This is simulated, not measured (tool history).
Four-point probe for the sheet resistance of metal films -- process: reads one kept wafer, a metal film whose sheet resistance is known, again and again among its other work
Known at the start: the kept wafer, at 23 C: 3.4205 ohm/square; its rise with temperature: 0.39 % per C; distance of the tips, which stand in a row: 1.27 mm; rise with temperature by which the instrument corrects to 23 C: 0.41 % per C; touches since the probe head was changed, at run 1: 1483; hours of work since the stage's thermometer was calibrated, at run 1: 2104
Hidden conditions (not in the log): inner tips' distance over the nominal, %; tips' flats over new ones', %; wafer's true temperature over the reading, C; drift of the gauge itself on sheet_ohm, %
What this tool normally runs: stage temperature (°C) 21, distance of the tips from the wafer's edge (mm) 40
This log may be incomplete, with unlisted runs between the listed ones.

| run | hour | stage temperature (°C) | distance of the tips from the wafer's edge (mm) | touches since the probe head was changed | hours of work since the stage's thermometer was calibrated | sheet resistance as the instrument gives it (ohm/square) |
|---|---|---|---|---|---|---|
| 1 | 0.0 | 21 | 40 | 1483 | 2104 | 3.423045 |
| 2 | 27.3 | 21 | 40 | 1835 | 2117 | 3.422192 |
| 3 | 58.6 | 21 | 40 | 2239 | 2133 | 3.423910 |
| 4 | 86.2 | 21 | 40 | 2596 | 2147 | 3.423133 |
| 5 | 119.7 | 21 | 40 | 3028 | 2163 | 3.423612 |
| 6 | 141.1 | 21 | 40 | 3305 | 2174 | 3.424033 |
| 7 | 175.4 | 21 | 40 | 3747 | 2191 | 3.423847 |
| 8 | 206.7 | 21 | 40 | 4151 | 2206 | 3.424141 |
| 9 | 233.2 | 21 | 40 | 4494 | 2219 | 3.424636 |
| 10 | 249.1 | 21 | 15 | 4698 | 2227 | 3.436169 |
| 11 | 271.2 | 21 | 15 | 4984 | 2238 | 3.434353 |
| 12 | 302.0 | 21 | 4 | 5382 | 2253 | 3.596062 |
| 13 | 319.8 | 21 | 4 | 5612 | 2262 | 3.600038 |
| 14 | 351.1 | 21 | 4 | 6015 | 2277 | 3.597464 |
| 15 | 372.0 | 21 | 4 | 6285 | 2288 | 3.597367 |
| 16 | 400.4 | 21 | 10 | 6653 | 2302 | 3.451857 |
| 17 | 432.3 | 21 | 10 | 7064 | 2317 | 3.450515 |
| 18 | 456.6 | 19 | 10 | 7377 | 2329 | 3.454912 |
| 19 | 491.2 | 19 | 10 | 7825 | 2346 | 3.452370 |
| 20 | 517.8 | 21 | 40 | 8167 | 2359 | 3.424308 |
| 21 | 534.1 | 21 | 40 | 8378 | 2367 | 3.423253 |
| 22 | 558.4 | 21 | 55 | 8692 | 2379 | 3.422359 |
| 23 | 594.0 | 29 | 69 | 9152 | 2397 | 3.417504 |
| 24 | 621.1 | 29 | 69 | 9502 | 2410 | 3.416536 |
| 25 | 644.2 | 22 | 4 | 9800 | 2422 | 3.596686 |
| 26 | 677.9 | 22 | 4 | 10234 | 2438 | 3.595729 |
|  | 693.5 | stage's thermometer calibrated |
| 27 | 703.7 | 27 | 5 | 10562 | 5 | 3.532332 |
| 28 | 729.3 | 24 | 6 | 10892 | 18 | 3.500736 |
| 29 | 746.0 | 28 | 6 | 11108 | 26 | 3.497450 |
| 30 | 779.5 | 26 | 13 | 11540 | 42 | 3.436438 |
| 31 | 800.9 | 20 | 5 | 11817 | 53 | 3.537855 |
| 32 | 817.4 | 24 | 31 | 12029 | 61 | 3.422568 |
| 33 | 841.3 | 19 | 8 | 12338 | 73 | 3.468029 |
| 34 | 857.2 | 19 | 8 | 12544 | 81 | 3.468212 |
| 35 | 875.6 | 31 | 44 | 12780 | 90 | 3.416906 |
| 36 | 898.2 | 24 | 69 | 13072 | 101 | 3.420177 |
| 37 | 928.3 | 24 | 69 | 13462 | 116 | 3.420625 |
| 38 | 950.4 | 24 | 26 | 13747 | 127 | 3.424722 |
| 39 | 968.4 | 22 | 10 | 13979 | 136 | 3.450777 |
| 40 | 1003.2 | 21 | 52 | 14428 | 153 | 3.423666 |
| 41 | 1019.1 | 21 | 52 | 14633 | 161 | 3.422041 |
| 42 | 1051.1 | 21 | 52 | 15047 | 176 | 3.423911 |
| 43 | 1075.3 | 20 | 18 | 15359 | 188 | 3.431090 |

Predict each of these 4 candidate next runs independently; none follows another, all start after run 43:
| A | 1105.0 | 19 | 19 | 15742 | 203 | ? |
| B | 1105.0 | 20 | 8 | 15742 | 203 | ? |
| C | 1105.0 | 19 | 3 | 15742 | 203 | ? |
| D | 1105.0 | 23 | 40 | 15742 | 203 | ? |

| run | sheet resistance as the instrument gives it (ohm/square) |
|---|---|
| A | 3.431850 |
| B | 3.469396 |
| C | 3.722217 |
| D | 3.423565 |
Without the tool's unlogged condition, the same runs would have read:
| run | sheet resistance as the instrument gives it (ohm/square) |
|---|---|
| A | 3.431805 |
| B | 3.469351 |
| C | 3.722169 |
| D | 3.423521 |
